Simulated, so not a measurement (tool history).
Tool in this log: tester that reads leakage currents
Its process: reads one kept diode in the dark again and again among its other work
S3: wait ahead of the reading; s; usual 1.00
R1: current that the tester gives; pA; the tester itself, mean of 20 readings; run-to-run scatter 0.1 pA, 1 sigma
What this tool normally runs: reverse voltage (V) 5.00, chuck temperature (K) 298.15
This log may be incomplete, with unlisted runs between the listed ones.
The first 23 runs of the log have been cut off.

run 24 hour=1634.4 | reverse_voltage_(V)=4.48 chuck_temperature_(K)=318.15 S3=3.70 | R1=118.42
-- hour=1663.6 probe card cleaned and baked
run 25 hour=1734.3 | reverse_voltage_(V)=4.99 chuck_temperature_(K)=309.15 S3=0.41 | R1=65.37
run 26 hour=1833.3 | reverse_voltage_(V)=12.43 chuck_temperature_(K)=323.15 S3=9.82 | R1=270.69
run 27 hour=1888.9 | reverse_voltage_(V)=3.22 chuck_temperature_(K)=312.15 S3=1.98 | R1=61.76
run 28 hour=1972.2 | reverse_voltage_(V)=3.22 chuck_temperature_(K)=312.15 S3=1.98 | R1=61.15
run 29 hour=2055.9 | reverse_voltage_(V)=3.75 chuck_temperature_(K)=298.15 S3=0.77 | R1=25.03
run 30 hour=2115.4 | reverse_voltage_(V)=3.75 chuck_temperature_(K)=298.15 S3=0.77 | R1=24.82
run 31 hour=2212.5 | reverse_voltage_(V)=3.75 chuck_temperature_(K)=298.15 S3=0.77 | R1=24.81
run 32 hour=2269.7 | reverse_voltage_(V)=5.23 chuck_temperature_(K)=293.15 S3=1.82 | R1=20.61
run 33 hour=2331.7 | reverse_voltage_(V)=14.06 chuck_temperature_(K)=311.15 S3=8.93 | R1=127.58
run 34 hour=2424.1 | reverse_voltage_(V)=1.68 chuck_temperature_(K)=304.15 S3=1.00 | R1=23.80
-- hour=2487.8 chuck's temperature calibrated
run 35 hour=2498.1 | reverse_voltage_(V)=1.68 chuck_temperature_(K)=304.15 S3=1.00 | R1=26.18
run 36 hour=2599.1 | reverse_voltage_(V)=1.68 chuck_temperature_(K)=304.15 S3=1.00 | R1=25.95
run 37 hour=2684.0 | reverse_voltage_(V)=1.29 chuck_temperature_(K)=294.15 S3=1.16 | R1=10.70
run 38 hour=2779.1 | reverse_voltage_(V)=7.78 chuck_temperature_(K)=326.15 S3=2.54 | R1=257.25
run 39 hour=2869.4 | reverse_voltage_(V)=7.78 chuck_temperature_(K)=317.15 S3=5.52 | R1=144.29

Here are 5 independent what-if runs from the current tool condition. What would each one return?
run A hour=2964.1 | reverse_voltage_(V)=5.00 chuck_temperature_(K)=296.15 S3=1.00 | R1=?
run B hour=2964.1 | reverse_voltage_(V)=1.54 chuck_temperature_(K)=311.15 S3=5.52 | R1=?
run C hour=2964.1 | reverse_voltage_(V)=3.42 chuck_temperature_(K)=298.15 S3=2.16 | R1=?
run D hour=2964.1 | reverse_voltage_(V)=5.00 chuck_temperature_(K)=298.15 S3=2.52 | R1=?
run E hour=2964.1 | reverse_voltage_(V)=5.00 chuck_temperature_(K)=298.15 S3=0.58 | R1=?

run=A R1=26.97
run=B R1=39.10
run=C R1=24.72
run=D R1=30.80
run=E R1=31.38
Without the tool's hidden state the same runs would have given:
run=A R1=26.35
run=B R1=40.17
run=C R1=24.58
run=D R1=30.35
run=E R1=30.93
